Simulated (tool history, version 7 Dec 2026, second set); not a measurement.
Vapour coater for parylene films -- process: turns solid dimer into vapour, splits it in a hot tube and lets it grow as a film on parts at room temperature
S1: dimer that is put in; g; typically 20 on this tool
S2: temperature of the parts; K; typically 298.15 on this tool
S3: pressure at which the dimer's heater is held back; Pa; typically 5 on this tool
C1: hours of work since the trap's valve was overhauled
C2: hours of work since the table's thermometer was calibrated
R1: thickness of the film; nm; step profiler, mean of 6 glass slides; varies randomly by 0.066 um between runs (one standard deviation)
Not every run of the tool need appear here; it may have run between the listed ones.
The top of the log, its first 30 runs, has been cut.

run   hour  S1      S2     S3   C1   C2     R1
 31  489.2  20  291.15   4.38  263  773   7650
 32    510  35  307.15   2.27  275  785  10720
 33  520.3  20  293.15  10.15  281  791   6980
 34  534.7  10  302.15  10.15  289  799   3060
     540.5  -- trap's valve overhauled
 35  556.4  35  298.15      5    9  809  13630
 36  570.4  32  298.15   7.42   17  817  12430
 37  585.2  32  298.15   7.42   25  825  12340
 38  607.8  29  299.15    5.9   38  838  10960
 39  621.3  24  296.15   3.69   45  845   9670
 40  644.9   9  296.15   2.82   58  858   3650
 41  659.2   9  296.15   2.82   66  866   3630
 42  677.5  16  307.15   6.16   77  876   5220

For run 43, what comes out?
 43  693.2  16  307.15  6.16  85  885   ?

Run 43 came out at R1 5220 nm.
On a tool with no hidden condition, and with the same random variation, this run would have come out at R1 5430 nm.
